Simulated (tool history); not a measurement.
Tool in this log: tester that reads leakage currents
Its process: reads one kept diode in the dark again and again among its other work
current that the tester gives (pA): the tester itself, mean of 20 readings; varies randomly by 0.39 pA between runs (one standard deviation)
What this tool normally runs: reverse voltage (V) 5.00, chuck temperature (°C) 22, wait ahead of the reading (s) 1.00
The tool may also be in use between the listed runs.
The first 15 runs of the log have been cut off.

run,hour,reverse voltage (V),chuck temperature (°C),wait ahead of the reading (s),current that the tester gives (pA)
16,2183.5,8.90,22,1.00,162.41
17,2304.5,5.00,22,1.00,129.86
18,2401.8,5.00,22,1.00,128.48
19,2501.1,5.00,22,1.00,126.92
20,2646.3,5.00,22,1.00,125.71
21,2798.4,5.00,25,1.00,159.51
22,2959.4,9.61,44,1.00,896.95
23,3151.1,8.38,22,3.62,145.31
24,3263.5,10.21,40,0.82,654.81
# hour 3393.1: chuck's temperature calibrated
25,3417.2,10.21,40,0.82,730.98
26,3523.8,10.21,40,0.82,725.24
27,3641.5,1.37,41,1.00,402.00
28,3809.9,1.37,41,1.00,399.62
29,3905.0,5.00,22,1.39,129.17
30,4059.2,3.89,34,1.00,314.83
31,4150.7,2.59,24,2.73,118.06
32,4269.3,2.59,24,2.73,116.51
# hour 4394.6: probe card cleaned and baked
33,4463.3,2.42,22,1.00,91.13
34,4654.4,1.28,36,0.50,240.71
35,4789.8,5.00,21,1.00,102.11
# hour 4847.1: chuck's temperature calibrated
36,4910.8,2.46,38,1.38,387.11

Run 37 comes next. What will it give?
37,5058.0,5.00,51,3.01,?

Run 37 gave current that the tester gives (pA) 1293.06.
Were there no unlogged condition in the tool, this run, its random variation unchanged, would have produced current that the tester gives (pA) 1326.82.
